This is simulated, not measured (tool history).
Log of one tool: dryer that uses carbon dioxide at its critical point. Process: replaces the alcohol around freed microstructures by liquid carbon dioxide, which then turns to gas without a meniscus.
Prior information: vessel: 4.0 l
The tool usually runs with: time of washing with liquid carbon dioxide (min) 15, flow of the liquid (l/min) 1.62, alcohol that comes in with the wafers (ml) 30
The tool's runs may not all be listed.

run	hour	time of washing with liquid carbon dioxide (min)	flow of the liquid (l/min)	alcohol that comes in with the wafers (ml)	alcohol left in the vessel before it's heated (ppm by volume)
1	0.0	15	1.62	30	188
2	30.9	15	1.62	30	204
3	62.9	15	1.62	30	206
# hour 71.1: purifier's bed changed
4	102.8	16	1.62	30	28
5	135.0	16	1.62	30	34
6	189.3	16	1.62	30	51
7	236.8	16	1.62	30	52
8	284.7	11	1.62	62	304
9	317.3	13	1.99	62	88
10	357.5	13	1.99	62	100
11	415.8	15	1.27	30	187

For some of the steps in alcohol left in the vessel before it's heated (ppm by volume) from one run to the next: how much would appear even if the tool had no hidden state, given the settings, what came in and random variation, and how much remains for the hidden state plus any gauge scatter that the measured result and the result without hidden state don't share?
Hidden state at play: flow that reaches the vessel past the clogged filter, %; alcohol in the recycled carbon dioxide, ppm; drift of the gauge itself on alcohol_ppm, %.
Run 3 -> 4: time of washing with liquid carbon dioxide (min) 15 -> 16, purifier's bed changed. alcohol left in the vessel before it's heated (ppm by volume) -178: hidden state -177, all else -1.
Run 7 -> 8: time of washing with liquid carbon dioxide (min) 16 -> 11, alcohol that comes in with the wafers (ml) 30 -> 62. alcohol left in the vessel before it's heated (ppm by volume) +252: hidden state +80, all else +172.
